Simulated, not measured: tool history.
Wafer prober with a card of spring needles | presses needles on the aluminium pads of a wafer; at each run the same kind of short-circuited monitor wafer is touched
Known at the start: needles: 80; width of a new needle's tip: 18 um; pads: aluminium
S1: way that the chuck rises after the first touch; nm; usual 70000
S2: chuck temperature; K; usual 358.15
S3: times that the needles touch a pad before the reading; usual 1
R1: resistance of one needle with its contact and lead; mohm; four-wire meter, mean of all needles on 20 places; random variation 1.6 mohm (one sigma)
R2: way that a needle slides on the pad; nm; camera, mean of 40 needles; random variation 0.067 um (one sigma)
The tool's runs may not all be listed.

run  hour     S1      S2  S3   R1     R2
  1     0  70000  358.15   1  202  19010
  2   4.4  70000  358.15   1  226  19050
  3  11.8  60000  358.15   1  363  16140
  4  17.5  72000  358.15   1  288  19390
  5  22.7  72000  358.15   1  274  19450
  6    28  72000  358.15   1  182  19380
  7  34.8  72000  358.15   1  223  19430
  8    39  72000  358.15   1  242  19530
  9  45.1  70000  298.15   1  186  18870
 10  50.3  66000  317.15   1  232  17800
 11  57.6  66000  317.15   1  168  17690
 12  66.1  66000  317.15   1  165  17640
 13  74.5  70000  358.15   2  202  18840
 14  83.3  70000  300.15   1  177  18830
 15    88  70000  367.15   1  225  18710
 16  93.8  70000  367.15   1  247  18810

Taken out of this log: 6 entries between the listed runs. Where each belongs, and how the hidden state differs across it:
Between runs 2 and 3: tips cleaned on abrasive film (hour 11.8)
  debris on the tips, nm: 81.9 -> 184.6; way that the needles fall short of the set height, um: 0.8 -> 1.15; tips' diameter, um: 18.28 -> 18.46
  measured less the result without the state, R1: +65 -> +198 mohm; R2: -220 -> -310 nm
Between runs 5 and 6: tips cleaned on abrasive film (hour 27.1)
  debris on the tips, nm: 152.2 -> 23.7; way that the needles fall short of the set height, um: 1.15 -> 1.28; tips' diameter, um: 18.46 -> 18.51
  measured less the result without the state, R1: +115 -> +20 mohm; R2: -310 -> -350 nm
Between runs 8 and 9: tips cleaned on abrasive film (hour 42.6)
  debris on the tips, nm: 103.4 -> 40.6; way that the needles fall short of the set height, um: 1.28 -> 1.43; tips' diameter, um: 18.51 -> 18.56
  measured less the result without the state, R1: +81 -> +37 mohm; R2: -350 -> -390 nm
Between runs 10 and 11: tips cleaned on abrasive film (hour 57.5)
  debris on the tips, nm: 81.1 -> 14.4; way that the needles fall short of the set height, um: 1.43 -> 1.52; tips' diameter, um: 18.56 -> 18.59
  measured less the result without the state, R1: +79 -> +16 mohm; R2: -390 -> -420 nm
Between runs 11 and 12: tips cleaned on abrasive film, once more (hour 66)
  debris on the tips, nm: 14.4 -> 9.4; way that the needles fall short of the set height, um: 1.52 -> 1.65; tips' diameter, um: 18.59 -> 18.64
  measured less the result without the state, R1: +16 -> +10 mohm; R2: -420 -> -450 nm
Between runs 13 and 14: tips cleaned on abrasive film (hour 81.4)
  debris on the tips, nm: 84.4 -> 30; way that the needles fall short of the set height, um: 1.65 -> 1.74; tips' diameter, um: 18.64 -> 18.67
  measured less the result without the state, R1: +42 -> +28 mohm; R2: -450 -> -480 nm
